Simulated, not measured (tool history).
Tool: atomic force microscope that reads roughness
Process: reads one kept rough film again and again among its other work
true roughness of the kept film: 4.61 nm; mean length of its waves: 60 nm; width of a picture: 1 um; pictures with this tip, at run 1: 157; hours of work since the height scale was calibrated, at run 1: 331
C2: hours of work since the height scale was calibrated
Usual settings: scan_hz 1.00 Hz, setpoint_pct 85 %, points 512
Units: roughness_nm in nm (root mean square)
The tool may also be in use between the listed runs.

run 1 day=0.000 | scan_hz=1.00 setpoint_pct=85 points=512 | pictures_with_this_tip=157 C2=331 | roughness_nm=3.663
-- day=0.104 new tip fitted
run 2 day=1.000 | scan_hz=1.00 setpoint_pct=85 points=512 | pictures_with_this_tip=33 C2=349 | roughness_nm=3.961
run 3 day=2.258 | scan_hz=1.00 setpoint_pct=85 points=512 | pictures_with_this_tip=80 C2=372 | roughness_nm=3.870
run 4 day=2.879 | scan_hz=1.00 setpoint_pct=85 points=512 | pictures_with_this_tip=103 C2=384 | roughness_nm=3.812
run 5 day=3.862 | scan_hz=1.00 setpoint_pct=85 points=512 | pictures_with_this_tip=139 C2=402 | roughness_nm=3.727
-- day=4.512 new tip fitted
run 6 day=5.000 | scan_hz=1.00 setpoint_pct=85 points=312 | pictures_with_this_tip=18 C2=423 | roughness_nm=3.967
run 7 day=5.962 | scan_hz=1.00 setpoint_pct=85 points=312 | pictures_with_this_tip=54 C2=441 | roughness_nm=3.888
run 8 day=6.683 | scan_hz=0.81 setpoint_pct=85 points=312 | pictures_with_this_tip=80 C2=454 | roughness_nm=3.891
run 9 day=7.458 | scan_hz=1.27 setpoint_pct=85 points=312 | pictures_with_this_tip=109 C2=469 | roughness_nm=3.699
run 10 day=8.492 | scan_hz=1.27 setpoint_pct=85 points=312 | pictures_with_this_tip=147 C2=488 | roughness_nm=3.624
-- day=8.858 new tip fitted
run 11 day=9.521 | scan_hz=1.27 setpoint_pct=89 points=312 | pictures_with_this_tip=24 C2=507 | roughness_nm=3.833
run 12 day=10.592 | scan_hz=1.00 setpoint_pct=85 points=512 | pictures_with_this_tip=63 C2=527 | roughness_nm=3.883
run 13 day=11.712 | scan_hz=2.56 setpoint_pct=65 points=751 | pictures_with_this_tip=105 C2=548 | roughness_nm=3.835
run 14 day=12.379 | scan_hz=0.51 setpoint_pct=85 points=512 | pictures_with_this_tip=129 C2=560 | roughness_nm=3.838
run 15 day=12.992 | scan_hz=0.51 setpoint_pct=85 points=512 | pictures_with_this_tip=152 C2=571 | roughness_nm=3.780
-- day=13.200 new tip fitted
run 16 day=14.271 | scan_hz=2.68 setpoint_pct=76 points=322 | pictures_with_this_tip=39 C2=595 | roughness_nm=3.727
run 17 day=15.275 | scan_hz=2.41 setpoint_pct=71 points=323 | pictures_with_this_tip=76 C2=613 | roughness_nm=3.771
run 18 day=16.475 | scan_hz=2.41 setpoint_pct=71 points=323 | pictures_with_this_tip=121 C2=636 | roughness_nm=3.696
run 19 day=17.383 | scan_hz=0.54 setpoint_pct=77 points=825 | pictures_with_this_tip=154 C2=653 | roughness_nm=3.825
-- day=17.558 new tip fitted
run 20 day=18.083 | scan_hz=0.54 setpoint_pct=77 points=825 | pictures_with_this_tip=19 C2=665 | roughness_nm=4.183
run 21 day=18.946 | scan_hz=1.36 setpoint_pct=82 points=493 | pictures_with_this_tip=51 C2=681 | roughness_nm=3.862
run 22 day=20.021 | scan_hz=1.33 setpoint_pct=68 points=396 | pictures_with_this_tip=91 C2=701 | roughness_nm=3.931
run 23 day=21.054 | scan_hz=3.97 setpoint_pct=64 points=916 | pictures_with_this_tip=129 C2=721 | roughness_nm=3.657

5 ways to go on from here, each from the tool as it stands after run 23. What would each give?
run A day=21.608 | scan_hz=3.06 setpoint_pct=72 points=390 | pictures_with_this_tip=149 C2=731 | roughness_nm=?
run B day=21.608 | scan_hz=1.54 setpoint_pct=64 points=916 | pictures_with_this_tip=149 C2=731 | roughness_nm=?
run C day=21.608 | scan_hz=1.71 setpoint_pct=89 points=750 | pictures_with_this_tip=149 C2=731 | roughness_nm=?
run D day=21.608 | scan_hz=3.97 setpoint_pct=70 points=431 | pictures_with_this_tip=149 C2=731 | roughness_nm=?
run E day=21.608 | scan_hz=2.03 setpoint_pct=85 points=790 | pictures_with_this_tip=149 C2=731 | roughness_nm=?

run=A roughness_nm=3.530
run=B roughness_nm=3.807
run=C roughness_nm=3.416
run=D roughness_nm=3.488
run=E roughness_nm=3.420
Without the tool's hidden state the same runs would have given:
run=A roughness_nm=3.899
run=B roughness_nm=4.204
run=C roughness_nm=3.773
run=D roughness_nm=3.853
run=E roughness_nm=3.777
